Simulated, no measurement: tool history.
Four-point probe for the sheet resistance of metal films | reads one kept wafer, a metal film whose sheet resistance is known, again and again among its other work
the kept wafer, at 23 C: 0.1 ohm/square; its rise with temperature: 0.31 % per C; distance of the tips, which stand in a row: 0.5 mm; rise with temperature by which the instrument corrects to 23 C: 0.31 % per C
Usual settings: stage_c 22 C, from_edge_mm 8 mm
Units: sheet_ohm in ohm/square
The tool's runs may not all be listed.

run   hour  stage_c  from_edge_mm  sheet_ohm
  1    0.0       22             8   0.100379
  2   91.0       22             8   0.100344
  3  153.9       34             8   0.100399
     159.9  -- stage's thermometer calibrated
  4  256.7       30             8   0.100384
  5  375.5       21             8   0.100271
  6  494.9       23             8   0.100245

Run 7 comes next. What will it give?
  7  547.6       22             7          ?

{"run 7": {"sheet_ohm": 0.100307}}
Without the tool's hidden state the same run would have given sheet_ohm 0.100271 ohm/square.

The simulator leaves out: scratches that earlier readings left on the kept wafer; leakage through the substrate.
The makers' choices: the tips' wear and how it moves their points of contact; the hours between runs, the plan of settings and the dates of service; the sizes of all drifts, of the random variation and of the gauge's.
